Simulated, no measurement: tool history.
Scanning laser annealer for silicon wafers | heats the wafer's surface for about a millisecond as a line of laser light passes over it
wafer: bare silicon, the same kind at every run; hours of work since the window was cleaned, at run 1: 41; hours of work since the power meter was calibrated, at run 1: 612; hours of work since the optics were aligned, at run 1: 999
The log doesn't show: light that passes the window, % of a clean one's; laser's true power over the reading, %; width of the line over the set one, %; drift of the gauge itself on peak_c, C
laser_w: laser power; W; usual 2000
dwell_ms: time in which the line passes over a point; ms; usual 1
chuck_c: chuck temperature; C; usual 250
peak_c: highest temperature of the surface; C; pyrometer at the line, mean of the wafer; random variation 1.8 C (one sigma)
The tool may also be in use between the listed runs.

run     day  laser_w  dwell_ms  chuck_c  hours of work since the window was cleaned  hours of work since the power meter was calibrated  hours of work since the optics were aligned  peak_c
  1       0     2000         1      250                                          41                                                 612                                          999    1060
  2     0.8     2000         1      250                                          56                                                 627                                         1013    1058
  3   1.279     2000         1      250                                          64                                                 635                                         1022    1055
  4   1.938     2000         1      250                                          76                                                 647                                         1034    1055
  5   2.542     2000         1      250                                          87                                                 658                                         1044    1053
  6   3.288     2000         1      250                                         101                                                 672                                         1058    1056
  7   4.054     2000         1      250                                         114                                                 685                                         1072    1052
  8   4.754     2000         1      250                                         127                                                 698                                         1084    1052
  9     5.6     2000         1      250                                         142                                                 713                                         1100    1051
 10   6.025     2000         1      250                                         150                                                 721                                         1107    1050
 11   6.417     2000         1      250                                         157                                                 728                                         1114    1046
 12   7.142     2000         1      250                                         170                                                 741                                         1128    1046
 13   7.692     2000      1.07      250                                         180                                                 751                                         1138    1075
 14   8.512     2000      1.07      250                                         195                                                 766                                         1152    1075
 15   9.146     2000      1.07      250                                         206                                                 777                                         1164    1073
 16   9.646     2000      1.07      250                                         215                                                 786                                         1173    1072
 17  10.108     2000       0.8      250                                         224                                                 795                                         1181     951
 18  10.775     1948       0.8      250                                         236                                                 807                                         1193     931
 19  11.629     2142         1      250                                         251                                                 822                                         1209    1098
 20  12.021     2142         1      250                                         258                                                 829                                         1216    1098
 21  12.779     2142         1      250                                         272                                                 843                                         1229    1093
 22  13.154     2137      1.17      250                                         279                                                 850                                         1236    1173
 23  13.671     1816      0.86      250                                         288                                                 859                                         1246     905
 24  14.221     1883       0.8      250                                         298                                                 869                                         1255     905
 25  14.638     1883       0.8      250                                         306                                                 877                                         1263     904
 26  15.262     2080      1.17      284                                         317                                                 888                                         1274    1175
 27  16.058     2080      1.17      284                                         331                                                 902                                         1289    1175
 28  16.921     2080      0.91      267                                         347                                                 918                                         1304    1041
 29  17.508     2087      0.84      225                                         358                                                 928                                         1315     964
     18.112  -- window over the wafer cleaned
 30  18.446     2087      0.75      234                                           6                                                 944                                         1330     956
 31  19.258     1820      1.07      253                                          21                                                 958                                         1345    1018
 32  20.171     2000      0.74      250                                          37                                                 975                                         1361     933
 33  21.067     2000      0.74      250                                          53                                                 991                                         1378     935
 34  21.683     2000      0.74      250                                          65                                                1002                                         1389     935
 35  22.508     2007      1.02      251                                          79                                                1017                                         1404    1067
 36  23.317     1859      0.97      251                                          94                                                1032                                         1418     985
 37  24.258     1859      0.97      251                                         111                                                1049                                         1435     984
 38  24.646     1779      1.02      232                                         118                                                1056                                         1442     954
 39  25.312     1749      0.94      247                                         130                                                1068                                         1454     924
 40    25.9     1749      1.21      226                                         141                                                1078                                         1465    1002

Some steps in peak_c between neighbouring runs. How much of each would the tool show without its hidden state too (settings, what came in, random variation), and how much is left for the hidden state, with any gauge scatter that isn't in both results?
Run 18 -> 19: laser_w 1948 -> 2142, dwell_ms 0.8 -> 1. peak_c +167 C: hidden state -7, all else +174.
Run 22 -> 23: laser_w 2137 -> 1816, dwell_ms 1.17 -> 0.86. peak_c -268 C: hidden state +9, all else -277.
Run 25 -> 26: laser_w 1883 -> 2080, dwell_ms 0.8 -> 1.17, chuck_c 250 -> 284. peak_c +271 C: hidden state -11, all else +282.
Run 29 -> 30: dwell_ms 0.84 -> 0.75, chuck_c 225 -> 234, window over the wafer cleaned. peak_c -8 C: hidden state +29, all else -37.
